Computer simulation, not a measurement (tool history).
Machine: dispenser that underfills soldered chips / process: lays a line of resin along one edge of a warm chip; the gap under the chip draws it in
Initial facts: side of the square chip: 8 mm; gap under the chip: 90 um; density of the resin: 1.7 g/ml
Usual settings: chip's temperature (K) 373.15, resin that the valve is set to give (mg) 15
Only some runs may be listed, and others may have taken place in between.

| run | hour | chip's temperature (K) | resin that the valve is set to give (mg) | time until the resin shows at the far edge (s) | resin that the valve gave (mg) |
|---|---|---|---|---|---|
| 1 | 0 | 373.15 | 15 | 29.3 | 14.02 |
| 2 | 5.9 | 373.15 | 15 | 39 | 14 |
| 3 | 10.2 | 373.15 | 15 | 31.9 | 13.79 |
| 4 | 14.4 | 373.15 | 15 | 39.1 | 13.87 |
| 5 | 20.3 | 373.15 | 15 | 30.7 | 13.87 |
| 6 | 24.9 | 373.15 | 15 | 37.9 | 13.82 |
| 7 | 29.9 | 373.15 | 15 | 30.2 | 13.71 |
| 8 | 32.3 | 373.15 | 15 | 34 | 13.64 |
| 9 | 35.1 | 373.15 | 15 | 39.4 | 13.67 |
| 10 | 38.2 | 373.15 | 15 | 44.9 | 13.6 |
| 11 | 43.4 | 373.15 | 15 | 34.8 | 13.64 |
| 12 | 49.1 | 373.15 | 15 | 46.7 | 13.66 |
| 13 | 56.3 | 373.15 | 15 | 38 | 14.81 |
| 14 | 61.7 | 373.15 | 15 | 30.1 | 14.84 |
| 15 | 65.7 | 373.15 | 17.9 | 34.6 | 17.87 |
| 16 | 69.7 | 380.15 | 15 | 33.9 | 14.84 |
| 17 | 72.5 | 380.15 | 15 | 24.9 | 14.79 |
| 18 | 78.2 | 373.15 | 15 | 41.2 | 14.81 |
| 19 | 82.2 | 360.15 | 17.1 | 50.5 | 16.78 |
| 20 | 86.8 | 388.15 | 18.6 | 22.3 | 18.29 |
| 21 | 90.3 | 388.15 | 16 | 27 | 15.69 |
| 22 | 95.1 | 380.15 | 13 | 28.4 | 12.64 |
| 23 | 98.2 | 388.15 | 17.2 | 24.1 | 16.78 |
| 24 | 103.4 | 368.15 | 16.2 | 38.9 | 15.82 |
| 25 | 106.5 | 368.15 | 16.2 | 43.9 | 15.78 |
| 26 | 111.8 | 368.15 | 16.1 | 36.6 | 15.55 |
| 27 | 117.6 | 384.15 | 14.3 | 28.3 | 13.72 |
| 28 | 123 | 367.15 | 19.2 | 38.4 | 18.52 |
| 29 | 127 | 367.15 | 19.2 | 47 | 18.28 |
| 30 | 130.5 | 360.15 | 13.8 | 75.3 | 13.17 |
| 31 | 134.5 | 383.15 | 19.3 | 22.8 | 18.61 |
| 32 | 138.3 | 383.15 | 19.3 | 27.9 | 18.38 |
| 33 | 142.5 | 372.15 | 14.7 | 32.2 | 14.03 |
| 34 | 145.7 | 366.15 | 15.3 | 47.5 | 14.6 |
| 35 | 149 | 366.15 | 15.3 | 54.6 | 14.56 |

Put back what was entered between runs (15 entries, withheld): which listed runs does each sit between, and how does the hidden state differ from the listed run before to the listed run after?
Logged between run 2 and run 3: new syringe of resin (hour 9.5)
  resin's viscosity, % of fresh resin's: 130.9 -> 105.2; dose that the valve gives, % of what is set: 92.74 -> 92.54; true chip temperature over the reading, C: -0.32 -> -0.33
  measured less the result without the state, time until the resin shows at the far edge (s): +9.9 -> +2.3; resin that the valve gave (mg): -1.09 -> -1.12
Logged between run 4 and run 5: new syringe of resin (hour 19.4)
  resin's viscosity, % of fresh resin's: 127.1 -> 103.2; dose that the valve gives, % of what is set: 92.33 -> 92.05; true chip temperature over the reading, C: -0.35 -> -0.37
  measured less the result without the state, time until the resin shows at the far edge (s): +9.1 -> +1.7; resin that the valve gave (mg): -1.14 -> -1.2
Logged between run 6 and run 7: new syringe of resin (hour 29.5)
  resin's viscosity, % of fresh resin's: 127.2 -> 103; dose that the valve gives, % of what is set: 91.79 -> 91.56; true chip temperature over the reading, C: -0.39 -> -0.41
  measured less the result without the state, time until the resin shows at the far edge (s): +8.9 -> +1.7; resin that the valve gave (mg): -1.23 -> -1.26
Logged between run 10 and run 11: new syringe of resin (hour 39.7)
  resin's viscosity, % of fresh resin's: 149.4 -> 119; dose that the valve gives, % of what is set: 91.17 -> 90.91; true chip temperature over the reading, C: -0.45 -> -0.47
  measured less the result without the state, time until the resin shows at the far edge (s): +15.7 -> +6.6; resin that the valve gave (mg): -1.32 -> -1.36
Logged between run 12 and run 13: new syringe of resin (hour 49.9); dispensing valve cleaned and set on the balance (hour 53.3)
  resin's viscosity, % of fresh resin's: 153.6 -> 128; dose that the valve gives, % of what is set: 90.64 -> 99.75; true chip temperature over the reading, C: -0.49 -> -0.52
  measured less the result without the state, time until the resin shows at the far edge (s): +17.5 -> +8.9; resin that the valve gave (mg): -1.41 -> -0.04
Logged between run 13 and run 14: new syringe of resin (hour 61)
  resin's viscosity, % of fresh resin's: 128 -> 102; dose that the valve gives, % of what is set: 99.75 -> 99.5; true chip temperature over the reading, C: -0.52 -> -0.54
  measured less the result without the state, time until the resin shows at the far edge (s): +8.9 -> +1.2; resin that the valve gave (mg): -0.04 -> -0.07
Logged between run 16 and run 17: new syringe of resin (hour 71.2)
  resin's viscosity, % of fresh resin's: 146.3 -> 106; dose that the valve gives, % of what is set: 99.1 -> 98.96; true chip temperature over the reading, C: -0.57 -> -0.58
  measured less the result without the state, time until the resin shows at the far edge (s): +11.3 -> +1.9; resin that the valve gave (mg): -0.13 -> -0.16
Logged between run 18 and run 19: new syringe of resin (hour 81.4)
  resin's viscosity, % of fresh resin's: 137.4 -> 103.8; dose that the valve gives, % of what is set: 98.65 -> 98.45; true chip temperature over the reading, C: -0.6 -> -0.62
  measured less the result without the state, time until the resin shows at the far edge (s): +11.8 -> +3; resin that the valve gave (mg): -0.2 -> -0.27
Logged between run 21 and run 22: new syringe of resin (hour 91.3)
  resin's viscosity, % of fresh resin's: 150 -> 117.3; dose that the valve gives, % of what is set: 98.03 -> 97.81; true chip temperature over the reading, C: -0.65 -> -0.67
  measured less the result without the state, time until the resin shows at the far edge (s): +9.4 -> +4.8; resin that the valve gave (mg): -0.31 -> -0.28
Logged between run 23 and run 24: new syringe of resin (hour 101.4)
  resin's viscosity, % of fresh resin's: 134.9 -> 108.9; dose that the valve gives, % of what is set: 97.65 -> 97.4; true chip temperature over the reading, C: -0.68 -> -0.7
  measured less the result without the state, time until the resin shows at the far edge (s): +6.6 -> +4.2; resin that the valve gave (mg): -0.4 -> -0.42
Logged between run 25 and run 26: new syringe of resin (hour 111.6)
  resin's viscosity, % of fresh resin's: 125.4 -> 102.5; dose that the valve gives, % of what is set: 97.24 -> 96.96; true chip temperature over the reading, C: -0.71 -> -0.73
  measured less the result without the state, time until the resin shows at the far edge (s): +10 -> +2; resin that the valve gave (mg): -0.44 -> -0.48
Logged between run 27 and run 28: new syringe of resin (hour 121.7)
  resin's viscosity, % of fresh resin's: 133.7 -> 106.8; dose that the valve gives, % of what is set: 96.65 -> 96.38; true chip temperature over the reading, C: -0.76 -> -0.78
  measured less the result without the state, time until the resin shows at the far edge (s): +7.7 -> +3.5; resin that the valve gave (mg): -0.48 -> -0.7
Logged between run 30 and run 31: new syringe of resin (hour 131.8)
  resin's viscosity, % of fresh resin's: 149.7 -> 113.7; dose that the valve gives, % of what is set: 96.01 -> 95.82; true chip temperature over the reading, C: -0.81 -> -0.82
  measured less the result without the state, time until the resin shows at the far edge (s): +27.1 -> +3.5; resin that the valve gave (mg): -0.55 -> -0.81
Logged between run 32 and run 33: new syringe of resin (hour 141.9)
  resin's viscosity, % of fresh resin's: 135 -> 103.6; dose that the valve gives, % of what is set: 95.63 -> 95.44; true chip temperature over the reading, C: -0.84 -> -0.85
  measured less the result without the state, time until the resin shows at the far edge (s): +8 -> +2.2; resin that the valve gave (mg): -0.84 -> -0.67

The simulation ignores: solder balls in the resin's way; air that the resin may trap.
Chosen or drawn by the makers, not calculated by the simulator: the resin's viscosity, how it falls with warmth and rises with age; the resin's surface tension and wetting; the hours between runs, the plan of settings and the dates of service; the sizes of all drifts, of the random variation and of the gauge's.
